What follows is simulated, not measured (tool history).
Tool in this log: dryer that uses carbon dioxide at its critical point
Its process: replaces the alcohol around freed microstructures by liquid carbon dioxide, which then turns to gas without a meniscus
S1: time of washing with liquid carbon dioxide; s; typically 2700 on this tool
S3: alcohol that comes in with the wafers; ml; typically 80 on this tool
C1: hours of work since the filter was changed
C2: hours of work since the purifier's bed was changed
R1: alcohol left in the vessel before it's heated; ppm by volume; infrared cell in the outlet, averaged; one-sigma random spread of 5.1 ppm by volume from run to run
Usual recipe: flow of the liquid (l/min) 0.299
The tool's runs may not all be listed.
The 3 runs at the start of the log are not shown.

run 4 day=0.879 | S1=2700 flow_of_the_liquid_(l/min)=0.299 S3=80 | C1=11 C2=144 | R1=105
run 5 day=1.100 | S1=2700 flow_of_the_liquid_(l/min)=0.231 S3=80 | C1=13 C2=147 | R1=366
run 6 day=1.375 | S1=2700 flow_of_the_liquid_(l/min)=0.231 S3=80 | C1=17 C2=150 | R1=359
run 7 day=1.671 | S1=2700 flow_of_the_liquid_(l/min)=0.231 S3=80 | C1=20 C2=154 | R1=363
run 8 day=1.938 | S1=2700 flow_of_the_liquid_(l/min)=0.288 S3=80 | C1=23 C2=157 | R1=131
run 9 day=2.233 | S1=2700 flow_of_the_liquid_(l/min)=0.288 S3=80 | C1=27 C2=161 | R1=142
run 10 day=2.392 | S1=2700 flow_of_the_liquid_(l/min)=0.299 S3=43 | C1=29 C2=162 | R1=80
run 11 day=2.633 | S1=2700 flow_of_the_liquid_(l/min)=0.299 S3=43 | C1=32 C2=165 | R1=72
run 12 day=2.825 | S1=2700 flow_of_the_liquid_(l/min)=0.299 S3=43 | C1=34 C2=168 | R1=80
run 13 day=3.050 | S1=3000 flow_of_the_liquid_(l/min)=0.299 S3=80 | C1=37 C2=170 | R1=71
run 14 day=3.396 | S1=3000 flow_of_the_liquid_(l/min)=0.299 S3=80 | C1=41 C2=175 | R1=87
run 15 day=3.729 | S1=3000 flow_of_the_liquid_(l/min)=0.299 S3=80 | C1=45 C2=179 | R1=83
run 16 day=3.971 | S1=3000 flow_of_the_liquid_(l/min)=0.299 S3=80 | C1=48 C2=181 | R1=82
run 17 day=4.188 | S1=3000 flow_of_the_liquid_(l/min)=0.299 S3=80 | C1=51 C2=184 | R1=92
run 18 day=4.467 | S1=2220 flow_of_the_liquid_(l/min)=0.218 S3=43 | C1=54 C2=187 | R1=614
run 19 day=4.783 | S1=4260 flow_of_the_liquid_(l/min)=0.290 S3=35 | C1=58 C2=191 | R1=36
run 20 day=5.025 | S1=2820 flow_of_the_liquid_(l/min)=0.290 S3=27 | C1=61 C2=194 | R1=78
run 21 day=5.292 | S1=2700 flow_of_the_liquid_(l/min)=0.299 S3=22 | C1=64 C2=197 | R1=66
run 22 day=5.642 | S1=2700 flow_of_the_liquid_(l/min)=0.299 S3=22 | C1=68 C2=202 | R1=60
run 23 day=5.971 | S1=1860 flow_of_the_liquid_(l/min)=0.278 S3=23 | C1=72 C2=206 | R1=266
run 24 day=6.171 | S1=1800 flow_of_the_liquid_(l/min)=0.299 S3=23 | C1=75 C2=208 | R1=242
run 25 day=6.542 | S1=1800 flow_of_the_liquid_(l/min)=0.299 S3=23 | C1=79 C2=213 | R1=264

Expected results for the next run?
run 26 day=6.917 | S1=2700 flow_of_the_liquid_(l/min)=0.375 S3=80 | C1=84 C2=217 | R1=?

For run 26 the tool returned R1 68 ppm by volume.
With the hidden condition absent and the run-to-run variation left alone, this run would have shown R1 18 ppm by volume.
